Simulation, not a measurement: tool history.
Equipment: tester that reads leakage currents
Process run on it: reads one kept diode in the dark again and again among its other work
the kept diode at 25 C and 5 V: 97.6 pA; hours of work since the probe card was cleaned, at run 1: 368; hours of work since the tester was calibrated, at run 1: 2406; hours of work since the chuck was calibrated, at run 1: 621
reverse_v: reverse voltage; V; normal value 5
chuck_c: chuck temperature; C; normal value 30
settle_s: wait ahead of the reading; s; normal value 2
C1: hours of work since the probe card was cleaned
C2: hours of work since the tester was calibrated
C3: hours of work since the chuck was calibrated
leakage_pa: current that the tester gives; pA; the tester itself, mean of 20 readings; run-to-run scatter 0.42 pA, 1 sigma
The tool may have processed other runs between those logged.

{"run": 1, "hour": 0.0, "reverse_v": 5, "chuck_c": 30, "settle_s": 2, "C1": 368, "C2": 2406, "C3": 621, "leakage_pa": 154.92}
{"run": 2, "hour": 157.4, "reverse_v": 5, "chuck_c": 30, "settle_s": 2, "C1": 449, "C2": 2487, "C3": 702, "leakage_pa": 157.68}
{"run": 3, "hour": 268.0, "reverse_v": 5, "chuck_c": 30, "settle_s": 2, "C1": 505, "C2": 2543, "C3": 758, "leakage_pa": 159.16}
{"run": 4, "hour": 383.8, "reverse_v": 5, "chuck_c": 30, "settle_s": 2, "C1": 564, "C2": 2602, "C3": 817, "leakage_pa": 161.35}
{"run": 5, "hour": 529.7, "reverse_v": 5, "chuck_c": 30, "settle_s": 2, "C1": 639, "C2": 2677, "C3": 892, "leakage_pa": 164.31}
{"run": 6, "hour": 693.3, "reverse_v": 5, "chuck_c": 30, "settle_s": 2, "C1": 723, "C2": 2760, "C3": 976, "leakage_pa": 167.33}
{"run": 7, "hour": 775.7, "reverse_v": 5, "chuck_c": 44, "settle_s": 2, "C1": 765, "C2": 2803, "C3": 1018, "leakage_pa": 408.92}
{"run": 8, "hour": 863.3, "reverse_v": 5, "chuck_c": 30, "settle_s": 3.6, "C1": 809, "C2": 2847, "C3": 1062, "leakage_pa": 170.12}
{"run": 9, "hour": 1007.6, "reverse_v": 5, "chuck_c": 30, "settle_s": 3.6, "C1": 883, "C2": 2921, "C3": 1136, "leakage_pa": 171.97}
{"hour": 1123.8, "done": "chuck's temperature calibrated"}
{"run": 10, "hour": 1161.2, "reverse_v": 6.08, "chuck_c": 23, "settle_s": 1.55, "C1": 961, "C2": 2999, "C3": 19, "leakage_pa": 106.3}
{"hour": 1290.9, "done": "probe card cleaned and baked"}
{"run": 11, "hour": 1290.9, "reverse_v": 12.16, "chuck_c": 36, "settle_s": 1.55, "C1": 0, "C2": 3063, "C3": 84, "leakage_pa": 275.85}
{"run": 12, "hour": 1403.3, "reverse_v": 12.16, "chuck_c": 36, "settle_s": 1.55, "C1": 57, "C2": 3121, "C3": 141, "leakage_pa": 277.96}
{"run": 13, "hour": 1567.5, "reverse_v": 12.62, "chuck_c": 27, "settle_s": 0.33, "C1": 141, "C2": 3205, "C3": 225, "leakage_pa": 159.42}
{"run": 14, "hour": 1649.9, "reverse_v": 8.97, "chuck_c": 52, "settle_s": 0.33, "C1": 183, "C2": 3247, "C3": 267, "leakage_pa": 722.99}
{"run": 15, "hour": 1731.7, "reverse_v": 1.97, "chuck_c": 30, "settle_s": 1.29, "C1": 225, "C2": 3288, "C3": 309, "leakage_pa": 107.18}
{"run": 16, "hour": 1898.3, "reverse_v": 5, "chuck_c": 27, "settle_s": 2.11, "C1": 310, "C2": 3374, "C3": 394, "leakage_pa": 121.46}
{"run": 17, "hour": 2079.0, "reverse_v": 6.13, "chuck_c": 33, "settle_s": 2, "C1": 403, "C2": 3466, "C3": 487, "leakage_pa": 197.41}
{"run": 18, "hour": 2211.8, "reverse_v": 1.04, "chuck_c": 29, "settle_s": 1.15, "C1": 471, "C2": 3534, "C3": 554, "leakage_pa": 85.3}

The same runs without the tool's hidden state, with the same run-to-run variation:
Unlogged tool condition in this case: stray current of the dirty probe card, pA a volt; current scale over the true one, %; true chuck temperature over the reading, C; drift of the gauge itself on leakage_pa, %.
run=1 leakage_pa=139.98
run=2 leakage_pa=139.95
run=3 leakage_pa=139.5
run=4 leakage_pa=139.52
run=5 leakage_pa=139.94
run=6 leakage_pa=139.91
run=7 leakage_pa=358.07
run=8 leakage_pa=139.83
run=9 leakage_pa=139.2
run=10 leakage_pa=90.29
run=11 leakage_pa=279.58
run=12 leakage_pa=277.98
run=13 leakage_pa=153.7
run=14 leakage_pa=713.57
run=15 leakage_pa=104.32
run=16 leakage_pa=113.72
run=17 leakage_pa=183.25
run=18 leakage_pa=79.96
